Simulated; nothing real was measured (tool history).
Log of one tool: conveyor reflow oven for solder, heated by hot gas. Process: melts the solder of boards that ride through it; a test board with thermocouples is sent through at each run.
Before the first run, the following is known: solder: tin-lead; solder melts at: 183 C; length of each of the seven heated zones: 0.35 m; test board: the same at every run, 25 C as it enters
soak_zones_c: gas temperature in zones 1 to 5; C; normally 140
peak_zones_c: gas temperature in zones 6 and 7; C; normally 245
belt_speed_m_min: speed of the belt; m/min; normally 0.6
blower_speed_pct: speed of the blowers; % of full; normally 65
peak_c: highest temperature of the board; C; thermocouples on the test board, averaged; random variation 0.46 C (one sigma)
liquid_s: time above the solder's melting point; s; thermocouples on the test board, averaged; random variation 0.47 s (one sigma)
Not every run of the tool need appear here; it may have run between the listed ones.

run    hour  soak_zones_c  peak_zones_c  belt_speed_m_min  blower_speed_pct  peak_c  liquid_s
  1       0           140           245               0.6                65   224.7      57.4
       39.8  -- thermocouples of zones 6 and 7 changed
  2    71.9           140           245               0.6                65   224.9      56.7
      115.6  -- flux residue cleaned out of gas plates and filters
  3   142.3           140           245               0.6                65   225.3      57.6
  4   202.3           140           245               0.6                65   225.7      57.1
  5   273.9           140           245             0.492                65   230.8      74.7
  6   334.9           140           245               0.6                65   225.2      57.5
  7   366.9           140           245               0.6                65     226      57.7
  8   415.1           140           245               0.6                65   224.8      57.4
  9   491.2           140           245             0.598                65   224.8      57.8
 10   529.8           140           245             0.598                65   225.3      57.8
      562.9  -- belt drive overhauled, speed set with a stopwatch
 11   605.1           140           255               0.6                65   233.5      61.4
      633.2  -- flux residue cleaned out of gas plates and filters
 12   643.4           140           255               0.6                65   233.6      62.5
 13   683.3           140           255               0.6                65   233.5      61.9
 14   756.8           140           255               0.6                65   232.8      61.5
 15   831.7           146           245               0.6                65   226.8      59.9
 16   863.8           146           245               0.6                65   226.9      60.1
 17   938.7           143           245               0.6                75     229      59.5
 18  1009.8           143           245               0.6                75   229.2      60.9
 19    1068           143           245               0.6                75   228.1        60
 20  1111.7           150           245               0.6                52   221.7      58.5
     1143.5  -- flux residue cleaned out of gas plates and filters
 21  1162.7           140           245             0.504                65   230.1        73
 22    1208           145           235             0.504                52   218.5        66
 23  1261.5           133           256             0.605                81   237.6      61.2
 24  1299.4           140           250               0.6                51   223.2      56.6
 25  1338.1           150           237               0.6                51   215.5      54.2
 26  1370.7           150           242               0.6                86   229.6      63.4
 27  1410.9           140           245               0.6                62   222.9      56.3
 28  1477.1           140           245               0.6                62   224.4      56.8
 29  1533.2           132           250             0.598                65   227.4      56.8

Consider 3 possible next runs. They are alternatives, not a sequence: every one starts from the tool as it was left by run 29. What does each give?
  A  1578.4           150           245               0.6                52       ?         ?
  B  1578.4           140           245             0.629                57       ?         ?
  C  1578.4           145           253               0.6                79       ?         ?

run  peak_c  liquid_s
  A   222.3      58.1
  B   219.9      51.1
  C   236.3        65
Without the tool's hidden state the same runs would have given:
run  peak_c  liquid_s
  A   222.5      58.2
  B   220.1      51.2
  C   236.5      65.1
